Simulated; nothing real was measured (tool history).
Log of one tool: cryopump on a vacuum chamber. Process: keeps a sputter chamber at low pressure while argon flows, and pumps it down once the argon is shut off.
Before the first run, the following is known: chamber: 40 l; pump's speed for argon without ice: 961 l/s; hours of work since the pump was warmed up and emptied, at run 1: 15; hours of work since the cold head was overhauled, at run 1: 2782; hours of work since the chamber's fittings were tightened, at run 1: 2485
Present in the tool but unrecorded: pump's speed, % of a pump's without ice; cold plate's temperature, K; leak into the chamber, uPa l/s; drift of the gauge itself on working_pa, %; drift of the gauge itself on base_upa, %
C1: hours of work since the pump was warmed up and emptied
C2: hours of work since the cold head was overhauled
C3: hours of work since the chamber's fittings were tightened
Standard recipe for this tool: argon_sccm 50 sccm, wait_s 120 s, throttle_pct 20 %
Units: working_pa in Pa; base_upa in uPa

Run 1, hour 0: usual settings; C1 15; C2 2782; C3 2485. Result: working_pa 0.4415 Pa, base_upa 3.29 uPa.
Run 2, hour 70.2: usual settings; C1 65; C2 2832; C3 2536. Result: working_pa 0.4456 Pa, base_upa 3.31 uPa.
Run 3, hour 135.3: usual settings but throttle_pct 19 %; C1 112; C2 2879; C3 2582. Result: working_pa 0.4698 Pa, base_upa 3.47 uPa.
Run 4, hour 193.5: usual settings but throttle_pct 19 %; C1 154; C2 2920; C3 2624. Result: working_pa 0.4688 Pa, base_upa 3.51 uPa.
Run 5, hour 309.2: usual settings but throttle_pct 19 %; C1 237; C2 3003; C3 2707. Result: working_pa 0.4735 Pa, base_upa 3.65 uPa.
Run 6, hour 409.4: usual settings but throttle_pct 19 %; C1 309; C2 3075; C3 2779. Result: working_pa 0.4785 Pa, base_upa 3.73 uPa.
Run 7, hour 519.8: usual settings but wait_s 174 s; C1 388; C2 3154; C3 2858. Result: working_pa 0.4539 Pa, base_upa 3.54 uPa.
Run 8, hour 618.3: usual settings but wait_s 298 s; C1 458; C2 3225; C3 2929. Result: working_pa 0.4604 Pa, base_upa 3.43 uPa.
At hour 725.1: leaking fittings of the chamber tightened, without venting.
Run 9, hour 742.9: usual settings; C1 546; C2 3313; C3 13. Result: working_pa 0.4667 Pa, base_upa 1.55 uPa.
Run 10, hour 851.3: usual settings; C1 624; C2 3391; C3 90. Result: working_pa 0.4663 Pa, base_upa 1.64 uPa.
Run 11, hour 968.9: usual settings but wait_s 51 s; C1 709; C2 3475; C3 175. Result: working_pa 0.4699 Pa, base_upa 3.15 uPa.
Run 12, hour 1088.5: usual settings; C1 794; C2 3561; C3 261. Result: working_pa 0.4815 Pa, base_upa 1.84 uPa.
At hour 1160.8: pump warmed up, emptied and cooled again.
Run 13, hour 1186: usual settings; C1 18; C2 3627; C3 327. Result: working_pa 0.4442 Pa, base_upa 1.65 uPa.
Run 14, hour 1243.9: usual settings but wait_s 98 s; C1 60; C2 3669; C3 369. Result: working_pa 0.4468 Pa, base_upa 1.94 uPa.
Run 15, hour 1357.3: usual settings but wait_s 98 s; C1 141; C2 3750; C3 450. Result: working_pa 0.4473 Pa, base_upa 2.03 uPa.
Run 16, hour 1429.1: usual settings but wait_s 98 s; C1 193; C2 3802; C3 501. Result: working_pa 0.4476 Pa, base_upa 2.06 uPa.
Run 17, hour 1507.7: usual settings but wait_s 98 s; C1 249; C2 3858; C3 558. Result: working_pa 0.4539 Pa, base_upa 2.08 uPa.
Run 18, hour 1615.7: usual settings but wait_s 98 s; C1 326; C2 3936; C3 635. Result: working_pa 0.451 Pa, base_upa 2.17 uPa.
Run 19, hour 1705.1: usual settings but argon_sccm 39 sccm, throttle_pct 31 %; C1 390; C2 4000; C3 699. Result: working_pa 0.2347 Pa, base_upa 2.01 uPa.
Run 20, hour 1777.2: usual settings but wait_s 30 s, throttle_pct 16 %; C1 442; C2 4051; C3 751. Result: working_pa 0.5678 Pa, base_upa 5.4 uPa.
Run 21, hour 1864.4: usual settings but argon_sccm 79 sccm, throttle_pct 23 %; C1 505; C2 4114; C3 814. Result: working_pa 0.639 Pa, base_upa 2.15 uPa.
Run 22, hour 1919.4: usual settings but argon_sccm 23 sccm, throttle_pct 44 %; C1 544; C2 4153; C3 853. Result: working_pa 0.1028 Pa, base_upa 2.22 uPa.
Run 23, hour 2042.2: usual settings but argon_sccm 23 sccm, throttle_pct 44 %; C1 632; C2 4242; C3 941. Result: working_pa 0.1041 Pa, base_upa 2.41 uPa.
Run 24, hour 2097.3: usual settings but argon_sccm 23 sccm, throttle_pct 44 %; C1 672; C2 4281; C3 981. Result: working_pa 0.1049 Pa, base_upa 2.37 uPa.
Run 25, hour 2150.5: usual settings but argon_sccm 74 sccm, wait_s 267 s, throttle_pct 58 %; C1 710; C2 4319; C3 1019. Result: working_pa 0.2696 Pa, base_upa 1.96 uPa.

For run 26, what comes out?
Run 26, hour 2254.9: usual settings but argon_sccm 74 sccm, wait_s 91 s, throttle_pct 25 %; C1 785; C2 4394; C3 1094. Result: working_pa ?, base_upa ?.

working_pa: 0.5752 Pa
base_upa: 2.95 uPa
Take away the tool's hidden state, keep the run-to-run variation as it was, and the same run would have given working_pa 0.5224 Pa, base_upa 1.71 uPa.

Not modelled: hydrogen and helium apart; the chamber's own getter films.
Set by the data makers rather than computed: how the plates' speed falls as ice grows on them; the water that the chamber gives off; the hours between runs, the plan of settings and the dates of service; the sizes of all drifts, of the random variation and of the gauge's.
